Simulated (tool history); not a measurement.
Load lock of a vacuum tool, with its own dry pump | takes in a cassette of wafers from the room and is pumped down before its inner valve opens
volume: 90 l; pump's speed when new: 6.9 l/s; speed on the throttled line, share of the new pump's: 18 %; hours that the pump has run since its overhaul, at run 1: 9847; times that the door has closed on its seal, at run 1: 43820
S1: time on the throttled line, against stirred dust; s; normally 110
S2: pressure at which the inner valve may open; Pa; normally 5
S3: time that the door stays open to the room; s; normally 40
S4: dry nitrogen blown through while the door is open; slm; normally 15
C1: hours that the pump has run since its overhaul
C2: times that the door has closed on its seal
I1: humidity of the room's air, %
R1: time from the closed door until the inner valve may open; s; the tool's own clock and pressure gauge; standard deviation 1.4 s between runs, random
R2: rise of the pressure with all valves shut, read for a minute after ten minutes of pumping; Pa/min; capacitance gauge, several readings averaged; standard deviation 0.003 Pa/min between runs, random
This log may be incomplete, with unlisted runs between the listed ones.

run	hour	S1	S2	S3	S4	C1	C2	I1	R1	R2
1	0	110	5	40	15	9847	43820	44	217.5	0.024
2	210.4	110	5	40	15	10058	44460	43.4	216.9	0.025
3	370.3	110	5	40	15	10218	44946	45.1	219.2	0.027
4	628.2	110	5	40	15	10475	45730	46.6	220.7	0.027
5	891.6	110	5	40	15	10739	46531	43.8	220.4	0.031
6	1088.7	110	5	40	15	10936	47130	45	219.2	0.019
7	1231.2	205	5	40	15	11078	47563	45.4	299.4	0.029
8	1400.6	205	5	40	15	11248	48078	42.4	298.6	0.033
9	1557.2	110	5	40	15	11404	48554	40.8	219.1	0.026
10	1747.7	110	5	40	16	11595	49133	43.7	217.8	0.028
11	2018.6	110	5	40	16	11866	49956	48.3	217.8	0.029
12	2158.8	110	5	40	16	12006	50383	46.5	219	0.031
13	2377.3	110	5	40	16	12225	51047	42.7	218.2	0.029
14	2514.4	110	5	40	16	12362	51464	46.7	219.3	0.031
15	2692.8	110	5	40	15	12540	52006	44.4	219.7	0.034
16	2897.3	182	5	209	15	12745	52628	43.6	279.6	0.054
17	3054.4	182	10	209	13	12902	53105	43.7	268.1	0.05
18	3215.1	110	9	40	4	13062	53594	44.2	215	0.042
19	3375.3	146	8	36	24	13223	54081	42.3	244.2	0.019
20	3547	110	5	96	15	13394	54603	41	222.2	0.035
21	3763.2	110	5	96	15	13610	55260	42.8	219.7	0.039
22	3994.2	111	5	40	15	13841	55962	43.9	220.2	0.028
23	4129.4	111	5	40	15	13977	56373	47.9	220.3	0.03
24	4302.5	111	5	215	11	14150	56899	40	220.2	0.04
25	4448.5	111	5	215	11	14296	57343	45.8	220.1	0.056
26	4690.7	59	5	215	11	14538	58079	45.7	178.8	0.054
27	4898.6	59	5	215	11	14746	58711	43.8	176.8	0.053
28	5061.7	159	5	28	23	14909	59207	43.2	261.6	0.018
29	5196.7	159	5	28	23	15044	59618	44.7	260	0.018

Forecast each of these 5 alternatives for the next run:
A	5310.2	110	5	40	19	15157	59962	43.3	?	?
B	5310.2	115	5	28	23	15157	59962	48.1	?	?
C	5310.2	110	9	150	13	15157	59962	44.4	?	?
D	5310.2	93	5	31	17	15157	59962	49.5	?	?
E	5310.2	110	5	40	4	15157	59962	49.9	?	?

run	R1	R2
A	217.8	0.026
B	222.5	0.023
C	210.8	0.046
D	207.4	0.024
E	220.1	0.041
What these runs would have given with no unlogged condition in the tool:
run	R1	R2
A	217.7	0.026
B	222.5	0.023
C	210.8	0.045
D	207.4	0.024
E	220	0.041
